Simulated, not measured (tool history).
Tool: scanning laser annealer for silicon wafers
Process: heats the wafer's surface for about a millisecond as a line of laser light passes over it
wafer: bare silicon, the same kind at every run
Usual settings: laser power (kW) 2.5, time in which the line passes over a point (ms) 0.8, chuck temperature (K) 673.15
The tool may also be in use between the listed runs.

run,hour,laser power (kW),time in which the line passes over a point (ms),chuck temperature (K),highest temperature of the surface (K)
1,0,2.5,0.8,673.15,1462.15
2,9.9,2.5,0.8,673.15,1461.15
3,23.4,2.5,0.8,673.15,1462.15
4,32.8,2.5,0.67,673.15,1383.15
5,41,2.5,0.67,673.15,1376.15
6,50,2.5,0.67,673.15,1382.15
7,62.5,2.5,0.8,673.15,1462.15
8,68.7,2.5,0.8,673.15,1461.15
9,83,2.5,0.8,673.15,1462.15
# hour 93.6: window over the wafer cleaned
10,94.1,2.5,0.615,673.15,1367.15
11,101.5,2.5,0.615,673.15,1368.15
12,109,2.5,0.615,673.15,1365.15
13,123.7,2.5,0.8,673.15,1488.15
14,138.6,2.5,0.8,673.15,1483.15
15,153,2.5,0.8,673.15,1484.15
16,160.1,2.184,0.8,673.15,1384.15
17,166.3,2.184,0.8,673.15,1383.15
18,174.2,2.184,0.8,673.15,1385.15
19,182,2.5,0.8,673.15,1485.15
20,189.4,2.253,0.8,673.15,1404.15
21,204,2.549,0.684,673.15,1424.15
22,211,2.228,0.701,641.15,1308.15
23,219.7,2.228,0.701,641.15,1306.15
24,232.1,2.167,0.704,673.15,1322.15
25,240.8,2.484,0.897,673.15,1533.15
26,248.8,2.356,0.742,658.15,1387.15
27,255.9,2.468,0.8,647.15,1445.15
28,267.9,2.293,0.967,699.15,1527.15
29,274.1,2.293,0.967,699.15,1528.15
30,281.7,2.293,0.967,699.15,1530.15
31,288.1,2.264,0.562,697.15,1287.15
32,300.5,2.494,0.685,673.15,1404.15
33,310.1,2.599,0.655,674.15,1416.15
34,323.4,2.661,0.8,656.15,1516.15
35,338.4,2.425,0.958,663.15,1537.15
36,351.7,2.415,0.625,682.15,1353.15
37,366,2.415,0.884,709.15,1534.15
38,372.2,2.703,0.753,709.15,1550.15
# hour 379.6: optics aligned, line set to its width
39,388.9,2.612,0.731,709.15,1515.15
40,398.6,2.173,0.892,642.15,1404.15

3 ways to go on from here, each from the tool as it stands after run 40. What would each give?
A,412.2,2.173,0.679,676.15,?
B,412.2,2.5,0.8,646.15,?
C,412.2,2.173,0.913,642.15,?

run,highest temperature of the surface (K)
A,1319.15
B,1462.15
C,1411.15
Without the tool's hidden state the same runs would have given:
run,highest temperature of the surface (K)
A,1329.15
B,1474.15
C,1422.15
